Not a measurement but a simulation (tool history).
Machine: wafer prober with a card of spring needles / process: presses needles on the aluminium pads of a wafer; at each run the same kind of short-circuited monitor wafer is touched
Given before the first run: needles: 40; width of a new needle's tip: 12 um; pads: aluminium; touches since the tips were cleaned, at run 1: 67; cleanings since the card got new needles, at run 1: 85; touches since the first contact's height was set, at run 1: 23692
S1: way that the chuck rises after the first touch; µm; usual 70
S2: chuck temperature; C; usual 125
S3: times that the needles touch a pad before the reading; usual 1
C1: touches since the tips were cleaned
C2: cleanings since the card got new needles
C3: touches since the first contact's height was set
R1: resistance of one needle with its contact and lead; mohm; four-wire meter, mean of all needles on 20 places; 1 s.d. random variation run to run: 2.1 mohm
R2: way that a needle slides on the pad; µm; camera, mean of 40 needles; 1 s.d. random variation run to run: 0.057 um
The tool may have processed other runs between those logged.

run     day  S1   S2  S3    C1   C2     C3   R1     R2
  1   0.000  70  125   1    67   85  23692  232  12.96
      0.150  -- tips cleaned on abrasive film
      0.333  -- tips cleaned on abrasive film
  2   0.471  70  125   1  2535   87  32197  235  13.02
      0.512  -- tips cleaned on abrasive film
      0.696  -- tips cleaned on abrasive film
      0.846  -- tips cleaned on abrasive film
  3   0.958  70  125   1  2079   90  40940  234  12.93
      1.033  -- tips cleaned on abrasive film
      1.217  -- tips cleaned on abrasive film
      1.371  -- tips cleaned on abrasive film
      1.546  -- tips cleaned on abrasive film
  4   1.546  70  125   1     2   94  51429  233  12.93
      1.725  -- tips cleaned on abrasive film
  5   1.854  88  125   1  2386   95  57026  232  16.25
      1.896  -- tips cleaned on abrasive film
      2.083  -- tips cleaned on abrasive film
      2.262  -- tips cleaned on abrasive film
  6   2.388  70  125   1  2254   98  66549  233  12.99
      2.425  -- tips cleaned on abrasive film
      2.612  -- tips cleaned on abrasive film
      2.783  -- tips cleaned on abrasive film
      2.796  -- height of the first contact set anew
  7   2.858  70  125   1  1133  101   1133  232  13.07
      2.975  -- tips cleaned on abrasive film
      3.158  -- tips cleaned on abrasive film
      3.346  -- tips cleaned on abrasive film
      3.508  -- tips cleaned on abrasive film
  8   3.508  70  125   1     0  105  12759  231  13.08
      3.692  -- tips cleaned on abrasive film
      3.842  -- tips cleaned on abrasive film
  9   3.938  70  125   1  1751  107  20469  232  13.05
      4.012  -- tips cleaned on abrasive film
      4.200  -- tips cleaned on abrasive film
 10   4.300  70  125   1  1844  109  27006  233  13.06
      4.375  -- tips cleaned on abrasive film
      4.562  -- tips cleaned on abrasive film
      4.717  -- tips cleaned on abrasive film
      4.896  -- tips cleaned on abrasive film
 11   4.983  70  125   1  1577  113  39241  231  13.05
      5.058  -- tips cleaned on abrasive film
      5.212  -- tips cleaned on abrasive film
      5.362  -- tips cleaned on abrasive film
      5.550  -- tips cleaned on abrasive film
 12   5.621  70  125   1  1302  117  50635  230  13.04
      5.729  -- tips cleaned on abrasive film
      5.879  -- tips cleaned on abrasive film
      6.029  -- tips cleaned on abrasive film
 13   6.092  87  125   1  1104  120  59056  236  16.41
      6.200  -- tips cleaned on abrasive film
      6.379  -- tips cleaned on abrasive film
 14   6.471  87  125   1  1732  122  65947  231  16.42
      6.550  -- tips cleaned on abrasive film
      6.700  -- tips cleaned on abrasive film
      6.888  -- tips cleaned on abrasive film
      6.938  -- height of the first contact set anew
      7.083  -- tips cleaned on abrasive film
 15   7.175  81   27   1  1678  126   4275  209  15.20
      7.254  -- tips cleaned on abrasive film
      7.404  -- tips cleaned on abrasive film
      7.588  -- tips cleaned on abrasive film
 16   7.608  68   48   1   401  129  12002  215  12.77
      7.754  -- tips cleaned on abrasive film
      7.938  -- tips cleaned on abrasive film
 17   8.000  51   58   1  1114  131  19035  217   9.54
      8.112  -- tips cleaned on abrasive film
      8.300  -- tips cleaned on abrasive film
      8.454  -- tips cleaned on abrasive film
 18   8.596  83   95   2  2657  134  29790  225  15.57
      8.638  -- tips cleaned on abrasive film
      8.675  -- gauge calibrated
      8.817  -- tips cleaned on abrasive film
      8.967  -- tips cleaned on abrasive film
      9.133  -- tips cleaned on abrasive film
 19   9.133  83   95   2     0  138  39331  227  15.31
      9.283  -- tips cleaned on abrasive film
      9.467  -- tips cleaned on abrasive film
 20   9.546  62  125   1  1448  140  46797  232  11.39
      9.625  -- tips cleaned on abrasive film
      9.808  -- tips cleaned on abrasive film
      9.958  -- tips cleaned on abrasive film
     10.146  -- tips cleaned on abrasive film
 21  10.258  62  125   1  2097  144  59568  234  11.51
     10.300  -- tips cleaned on abrasive film
     10.479  -- tips cleaned on abrasive film
     10.629  -- tips cleaned on abrasive film
 22  10.708  62  125   1  1464  147  67602  234  11.46
     10.788  -- tips cleaned on abrasive film
     10.967  -- tips cleaned on abrasive film
     11.088  -- height of the first contact set anew
     11.167  -- tips cleaned on abrasive film
     11.317  -- tips cleaned on abrasive film
 23  11.392  51  125   1  1363  151   5413  232   9.50
     11.467  -- tips cleaned on abrasive film
     11.654  -- tips cleaned on abrasive film
     11.833  -- tips cleaned on abrasive film
     11.983  -- tips cleaned on abrasive film
 24  12.100  51  125   1  2113  155  18147  232   9.46
     12.142  -- tips cleaned on abrasive film
     12.292  -- tips cleaned on abrasive film
     12.442  -- tips cleaned on abrasive film
 25  12.554  51  125   1  2082  158  26305  233   9.44
     12.596  -- tips cleaned on abrasive film
     12.750  -- tips cleaned on abrasive film
     12.900  -- tips cleaned on abrasive film
     13.062  -- tips cleaned on abrasive film
 26  13.062  70   87   1     0  162  35308  220  13.02
     13.246  -- tips cleaned on abrasive film
     13.425  -- tips cleaned on abrasive film
     13.579  -- tips cleaned on abrasive film
     13.758  -- tips cleaned on abrasive film
 27  13.804  70   87   1   858  166  48644  224  13.02

For some of the steps in R2 from one run to the next: how much would appear even if the tool had no hidden state, given the settings, what came in and random variation, and how much remains for the hidden state plus any gauge scatter that the measured result and the result without hidden state don't share?
The hidden state here: debris on the tips, nm; way that the needles fall short of the set height, um; tips' diameter, um; drift of the gauge itself on contact_mohm, %; drift of the gauge itself on scrub_um, %.
Run 17 -> 18: S1 51 -> 83, S2 58 -> 95, S3 1 -> 2, tips cleaned on abrasive film, tips cleaned on abrasive film, tips cleaned on abrasive film. R2 +6.03 µm: hidden state +0.14, all else +5.89.
Run 18 -> 19: tips cleaned on abrasive film, gauge calibrated, tips cleaned on abrasive film, tips cleaned on abrasive film, tips cleaned on abrasive film. R2 -0.26 µm: hidden state -0.32, all else +0.06.
Run 19 -> 20: S1 83 -> 62, S2 95 -> 125, S3 2 -> 1, tips cleaned on abrasive film, tips cleaned on abrasive film. R2 -3.92 µm: hidden state +0.00, all else -3.92.
